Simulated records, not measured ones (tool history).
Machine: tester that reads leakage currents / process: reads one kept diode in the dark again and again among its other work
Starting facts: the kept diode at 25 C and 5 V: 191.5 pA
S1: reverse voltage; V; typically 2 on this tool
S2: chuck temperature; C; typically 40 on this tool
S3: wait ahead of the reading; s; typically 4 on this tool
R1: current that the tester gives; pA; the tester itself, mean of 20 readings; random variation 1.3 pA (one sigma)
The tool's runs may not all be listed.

run,hour,S1,S2,S3,R1
1,0,2,40,4,413.15
2,30.2,2,50,4,832.97
3,43,2,40,7.59,412.68
4,57.7,2,40,7.59,412.25
5,81.4,2,40,4,411.34
6,102.4,2,40,4,412.68
# hour 106.6: chuck's temperature calibrated
7,124.3,2,40,4,406.71
8,137.9,1.34,21,4,82.44
9,153.1,1.34,21,4,82.45
10,169,2,33,0.51,242.52
11,183.4,1.19,20,9.62,72.67

Each run again, without the hidden state but with its own random variation kept:
Hidden state present: stray current of the dirty probe card, pA a volt; current scale over the true one, %; true chuck temperature over the reading, C; drift of the gauge itself on leakage_pa, %.
run,R1
1,433.75
2,873.88
3,434.13
4,434
5,433.54
6,435.44
7,435.08
8,88.7
9,88.78
10,260.5
11,78.41

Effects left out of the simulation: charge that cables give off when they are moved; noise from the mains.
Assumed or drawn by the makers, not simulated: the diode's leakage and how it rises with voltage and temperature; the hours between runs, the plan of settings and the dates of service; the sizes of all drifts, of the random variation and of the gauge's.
